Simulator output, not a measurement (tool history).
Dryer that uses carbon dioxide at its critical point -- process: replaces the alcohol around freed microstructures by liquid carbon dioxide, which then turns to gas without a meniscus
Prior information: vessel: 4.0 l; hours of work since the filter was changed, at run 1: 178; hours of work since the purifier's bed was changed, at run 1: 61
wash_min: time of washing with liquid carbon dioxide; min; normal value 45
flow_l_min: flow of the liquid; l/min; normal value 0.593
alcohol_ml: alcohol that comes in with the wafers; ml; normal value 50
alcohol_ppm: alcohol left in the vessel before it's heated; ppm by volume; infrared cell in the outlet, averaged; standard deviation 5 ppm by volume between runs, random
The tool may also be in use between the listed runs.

run,hour,wash_min,flow_l_min,alcohol_ml,hours of work since the filter was changed,hours of work since the purifier's bed was changed,alcohol_ppm
1,0.0,45,0.593,50,178,61,58
2,17.8,45,0.593,50,186,69,60
3,37.0,45,0.593,50,195,78,59
4,59.8,45,0.593,50,206,88,64
5,80.8,45,0.593,50,215,98,72
6,93.8,45,0.593,50,221,104,81
7,119.7,45,0.593,23,233,116,78
8,144.1,42,0.593,23,244,127,75
9,163.7,33,0.453,28,253,136,258
10,188.3,33,0.453,28,265,147,261
11,210.2,62,0.532,97,275,157,81
12,221.1,62,0.532,97,280,162,81
13,234.2,45,0.593,34,286,168,97
14,255.1,45,0.593,34,295,178,97
15,277.0,45,0.600,34,305,188,105
16,302.4,27,0.395,120,317,200,2398

Consider 3 possible next runs. They are alternatives, not a sequence: every one starts from the tool as it was left by run 16. What does each give?
A,320.6,54,0.420,45,325,208,?
B,320.6,45,0.593,86,325,208,?
C,320.6,27,0.692,42,325,208,?

run,alcohol_ppm
A,147
B,128
C,209
Without the tool's unlogged condition, the same runs would have read:
run,alcohol_ppm
A,44
B,29
C,96
